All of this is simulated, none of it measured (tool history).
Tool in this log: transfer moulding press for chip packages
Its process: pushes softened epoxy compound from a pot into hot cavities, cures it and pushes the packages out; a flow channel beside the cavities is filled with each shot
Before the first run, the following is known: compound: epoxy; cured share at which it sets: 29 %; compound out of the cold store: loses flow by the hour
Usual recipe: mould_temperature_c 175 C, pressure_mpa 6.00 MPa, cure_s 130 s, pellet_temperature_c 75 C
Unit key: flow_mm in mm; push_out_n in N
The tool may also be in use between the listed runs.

run,hour,mould_temperature_c,pressure_mpa,cure_s,pellet_temperature_c,incoming compound's hours out of the cold store,flow_mm,push_out_n
1,0.0,175,6.00,130,75,28.7,886,269
2,8.6,175,6.00,130,75,23.3,921,266
# hour 18.5: cavities cleaned with cleaning compound and waxed
3,25.6,175,6.00,130,75,20.6,911,270
4,34.5,175,6.00,130,75,13.1,943,270
# hour 43.7: mould's thermocouples calibrated
5,46.9,175,6.00,130,75,14.3,936,270
6,56.1,175,6.00,130,75,22.4,913,264
7,73.0,175,6.00,130,75,9.1,957,272
8,85.1,175,6.00,130,75,15.0,913,275
9,101.9,174,6.00,130,75,43.1,853,273
10,117.2,174,6.00,130,75,32.0,884,280
# hour 126.8: cavities cleaned with cleaning compound and waxed
11,135.9,175,6.00,164,75,21.1,915,242
12,151.7,175,6.00,130,75,28.9,893,269
13,167.1,175,6.00,130,75,47.7,834,269
14,180.4,175,6.00,130,75,23.1,911,267
15,187.8,175,6.00,130,75,36.5,879,265
16,201.3,175,6.48,118,75,11.5,982,300
17,217.5,175,6.48,118,75,30.4,927,298
18,226.3,175,6.48,118,75,37.4,910,298
# hour 233.2: plunger's sealing rings changed
# hour 235.7: cavities cleaned with cleaning compound and waxed
19,243.8,175,6.00,144,74,32.4,888,244
20,251.0,175,6.00,130,69,11.8,939,279
21,261.2,175,6.00,130,69,41.2,859,267
22,272.7,173,6.00,130,78,8.9,956,293
23,285.1,173,6.00,130,78,40.9,862,295
24,298.7,173,6.00,130,78,30.8,892,272
25,309.5,173,6.00,130,78,34.9,891,293
26,319.0,169,6.00,119,76,46.8,867,414
27,329.9,177,6.51,112,76,40.2,891,287
# hour 341.9: cavities cleaned with cleaning compound and waxed
28,348.1,176,4.95,144,74,8.4,862,256

Forecast each of these 5 alternatives for the next run:
A,358.1,175,6.00,130,83,34.0,?,?
B,358.1,171,4.95,139,74,37.8,?,?
C,358.1,168,4.74,144,79,28.2,?,?
D,358.1,175,5.15,122,72,24.0,?,?
E,358.1,176,4.64,132,75,23.5,?,?

run,flow_mm,push_out_n
A,876,277
B,794,285
C,813,313
D,840,293
E,804,267
Without the tool's unlogged condition, the same runs would have read:
run,flow_mm,push_out_n
A,876,277
B,794,285
C,814,312
D,841,292
E,804,266
